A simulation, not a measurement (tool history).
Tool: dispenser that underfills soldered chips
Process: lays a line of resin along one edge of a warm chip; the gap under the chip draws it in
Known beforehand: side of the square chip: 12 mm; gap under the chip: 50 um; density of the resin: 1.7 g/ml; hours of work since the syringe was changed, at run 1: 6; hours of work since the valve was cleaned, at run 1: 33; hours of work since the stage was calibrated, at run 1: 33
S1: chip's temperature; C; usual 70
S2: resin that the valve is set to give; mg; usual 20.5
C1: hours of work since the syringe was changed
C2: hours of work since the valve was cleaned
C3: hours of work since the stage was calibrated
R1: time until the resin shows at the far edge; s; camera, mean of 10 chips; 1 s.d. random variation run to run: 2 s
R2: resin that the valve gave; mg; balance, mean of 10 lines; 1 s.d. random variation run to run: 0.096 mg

run    day  S1    S2  C1   C2   C3     R1     R2
  1  0.000  70  20.5   6   33   33  259.2  20.02
  2  0.112  76  20.5   8   34   34  222.4  20.10
     0.221  -- new syringe of resin
  3  0.283  76  20.4   1   37   37  159.4  19.77
  4  0.496  64  20.5   4   40   40  296.5  19.89
  5  0.754  58  20.5   8   44   44  445.7  19.82
     0.829  -- new syringe of resin
  6  0.938  58  20.5   2   47   47  334.1  19.73
  7  1.062  70  20.5   4   49   49  230.9  19.70
  8  1.208  70  20.5   6   51   51  258.4  19.56
  9  1.333  70  20.5   8   53   53  282.9  19.73
     1.450  -- new syringe of resin
 10  1.604  70  20.5   2   57   57  220.5  19.73
 11  1.817  71  20.5   6   60   60  242.7  19.62
 12  1.967  64  20.5   8   63   63  357.6  19.41
     2.067  -- new syringe of resin
 13  2.146  64  20.5   1   65   65  256.4  19.50
 14  2.317  64  20.5   4   68   68  289.6  19.38
 15  2.433  64  20.5   6   70   70  324.8  19.42
     2.683  -- new syringe of resin
 16  2.688  70  24.4   0   74   74  189.2  22.94
 17  2.846  70  20.5   3   76   76  215.2  19.13
 18  3.104  70  20.5   7   80   80  260.7  19.17
 19  3.238  56  18.1   9   82   82  491.1  16.98
     3.296  -- new syringe of resin
 20  3.375  56  18.1   1   84   84  356.7  16.75
 21  3.488  61  26.1   3   86   86  309.5  24.44
 22  3.746  66  23.0   7   90   90  312.3  21.31
 23  3.858  70  18.3   9   92   92  294.5  16.96
     3.900  -- new syringe of resin
 24  4.146  69  20.5   4   96   96  233.6  18.88
 25  4.267  81  23.2   6   98   98  162.7  21.49
 26  4.467  62  18.5   9  101  101  389.3  17.02
     4.512  -- new syringe of resin
 27  4.729  62  18.5   3  105  105  313.0  16.94
 28  4.971  62  18.5   7  109  109  376.2  17.00
 29  5.088  62  18.5   9  110  110  409.6  16.97
     5.129  -- new syringe of resin
 30  5.292  70  18.8   3  113  113  215.8  17.18
 31  5.517  70  18.8   6  117  117  260.7  17.01
 32  5.642  56  18.3   8  119  119  484.1  16.57
     5.750  -- new syringe of resin
 33  5.796  64  18.2   1  121  121  251.3  16.47
 34  5.967  62  23.3   3  124  124  293.3  21.19
 35  6.104  77  24.9   6  126  126  187.7  22.36

Some steps in R1 between neighbouring runs. How much of each would the tool show without its hidden state too (settings, what came in, random variation), and how much is left for the hidden state, with any gauge scatter that isn't in both results?
Hidden state at play: resin's viscosity, % of fresh resin's; dose that the valve gives, % of what is set; true chip temperature over the reading, C; drift of the gauge itself on fill_s, %; drift of the gauge itself on given_mg, %.
Run 18 -> 19: S1 70 -> 56, S2 20.5 -> 18.1. R1 +230.4 s: hidden state +90.5, all else +139.9.
Run 19 -> 20: new syringe of resin. R1 -134.4 s: hidden state -135.3, all else +0.9.
Run 25 -> 26: S1 81 -> 62, S2 23.2 -> 18.5. R1 +226.6 s: hidden state +89.2, all else +137.4.
Run 29 -> 30: S1 62 -> 70, S2 18.5 -> 18.8, new syringe of resin. R1 -193.8 s: hidden state -117.9, all else -75.9.
Run 32 -> 33: S1 56 -> 64, S2 18.3 -> 18.2, new syringe of resin. R1 -232.8 s: hidden state -139.4, all else -93.4.

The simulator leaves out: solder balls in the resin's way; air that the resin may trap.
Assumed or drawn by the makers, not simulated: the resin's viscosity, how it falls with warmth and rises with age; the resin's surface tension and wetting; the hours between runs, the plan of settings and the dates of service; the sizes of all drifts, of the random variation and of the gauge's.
